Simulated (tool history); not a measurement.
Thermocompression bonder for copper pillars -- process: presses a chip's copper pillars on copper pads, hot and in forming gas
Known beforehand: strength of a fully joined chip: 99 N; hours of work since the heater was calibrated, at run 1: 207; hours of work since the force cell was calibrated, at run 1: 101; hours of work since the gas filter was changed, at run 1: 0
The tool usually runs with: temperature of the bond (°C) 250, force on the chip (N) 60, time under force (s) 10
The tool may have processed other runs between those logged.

| run | hour | temperature of the bond (°C) | force on the chip (N) | time under force (s) | hours of work since the heater was calibrated | hours of work since the force cell was calibrated | hours of work since the gas filter was changed | force that shears a chip off (N) |
|---|---|---|---|---|---|---|---|---|
| 1 | 0 | 250 | 60 | 10 | 207 | 101 | 0 | 52.2 |
| 2 | 83.1 | 250 | 47 | 10 | 265 | 160 | 58 | 40.8 |
| 3 | 146.2 | 250 | 60 | 10 | 309 | 204 | 103 | 51.7 |
| 4 | 226.3 | 259 | 60 | 10 | 366 | 260 | 159 | 58.2 |
| 5 | 300.9 | 250 | 60 | 10 | 418 | 313 | 212 | 51.4 |
|  | 337.2 | forming gas filter changed |
| 6 | 348.8 | 250 | 60 | 11 | 452 | 346 | 8 | 54.3 |
| 7 | 426.9 | 226 | 60 | 9 | 506 | 401 | 63 | 34.5 |
| 8 | 500.8 | 224 | 65 | 16 | 558 | 453 | 115 | 44.8 |
| 9 | 564 | 234 | 58 | 6 | 603 | 497 | 159 | 31.7 |
| 10 | 618.2 | 250 | 52 | 26 | 641 | 536 | 198 | 61.6 |
|  | 648.3 | heater calibrated with a thermocouple chip |
|  | 672.9 | forming gas filter changed |
| 11 | 703.3 | 242 | 68 | 25 | 38 | 594 | 21 | 68.3 |
| 12 | 754.6 | 242 | 64 | 6 | 74 | 630 | 57 | 40.4 |

Branching from run 12: 5 alternative next runs. What would each branch give?
| A | 813.5 | 234 | 40 | 6 | 116 | 671 | 99 | ? |
| B | 813.5 | 229 | 69 | 6 | 116 | 671 | 99 | ? |
| C | 813.5 | 242 | 74 | 11 | 116 | 671 | 99 | ? |
| D | 813.5 | 268 | 37 | 14 | 116 | 671 | 99 | ? |
| E | 813.5 | 242 | 64 | 7 | 116 | 671 | 99 | ? |

| run | force that shears a chip off (N) |
|---|---|
| A | 20.6 |
| B | 36.8 |
| C | 59.3 |
| D | 46.6 |
| E | 44.1 |
Take away the tool's hidden state, keep each run's random variation, and the runs would have read:
| run | force that shears a chip off (N) |
|---|---|
| A | 20.6 |
| B | 36.8 |
| C | 59.2 |
| D | 46.5 |
| E | 44 |
